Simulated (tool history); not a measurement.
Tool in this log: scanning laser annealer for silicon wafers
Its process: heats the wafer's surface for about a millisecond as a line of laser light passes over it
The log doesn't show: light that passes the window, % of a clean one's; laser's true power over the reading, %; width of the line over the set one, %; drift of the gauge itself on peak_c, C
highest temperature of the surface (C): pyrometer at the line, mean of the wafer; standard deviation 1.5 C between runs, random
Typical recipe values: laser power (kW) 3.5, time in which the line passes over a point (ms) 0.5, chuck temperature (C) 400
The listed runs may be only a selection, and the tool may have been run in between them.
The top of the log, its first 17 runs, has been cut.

run   hour  laser power (kW)  time in which the line passes over a point (ms)  chuck temperature (C)  hours of work since the window was cleaned  hours of work since the power meter was calibrated  hours of work since the optics were aligned  highest temperature of the surface (C)
 18  190.6             3.334                                            0.471                    430                                         424                                                 339                                          154                                    1118
 19  198.6             3.334                                            0.471                    430                                         430                                                 345                                          159                                    1120
 20  209.2             3.034                                            0.412                    400                                         437                                                 352                                          167                                     984
 21  220.6             3.034                                            0.412                    400                                         445                                                 360                                          175                                     984
 22    228             3.037                                            0.501                    400                                         450                                                 365                                          180                                    1044
 23  235.4             3.037                                            0.501                    400                                         455                                                 370                                          185                                    1045
 24  246.4             3.037                                            0.501                    400                                         463                                                 378                                          192                                    1046
 25    255             3.037                                            0.501                    400                                         468                                                 384                                          198                                    1043
 26  264.8             3.037                                            0.416                    400                                         475                                                 390                                          205                                     989
 27  276.4             3.354                                              0.5                    397                                         483                                                 398                                          213                                    1114
 28  285.2             3.202                                              0.5                    400                                         489                                                 404                                          219                                    1081
 29    292             3.708                                              0.5                    400                                         494                                                 409                                          224                                    1188
 30  305.5             3.708                                              0.5                    400                                         503                                                 418                                          233                                    1189
 31  317.9               3.5                                            0.454                    414                                         512                                                 427                                          241                                    1123
 32  327.7               3.5                                            0.471                    400                                         518                                                 434                                          248                                    1123
 33  337.7             3.799                                            0.372                    401                                         525                                                 440                                          255                                    1096
 34  351.2               3.5                                              0.4                    431                                         535                                                 450                                          264                                    1096

Below are 5 alternative next runs, each starting from the tool's condition after run 34. Predict each:
  A  362.7             3.502                                            0.516                    417                                         543                                                 458                                          272                                       ?
  B  362.7             3.577                                            0.559                    372                                         543                                                 458                                          272                                       ?
  C  362.7             3.408                                            0.555                    392                                         543                                                 458                                          272                                       ?
  D  362.7               3.5                                              0.4                    396                                         543                                                 458                                          272                                       ?
  E  362.7             3.147                                            0.518                    387                                         543                                                 458                                          272                                       ?

run  highest temperature of the surface (C)
  A                                    1178
  B                                    1182
  C                                    1157
  D                                    1062
  E                                    1067
Without the tool's hidden state the same runs would have given:
run  highest temperature of the surface (C)
  A                                    1179
  B                                    1183
  C                                    1158
  D                                    1063
  E                                    1068
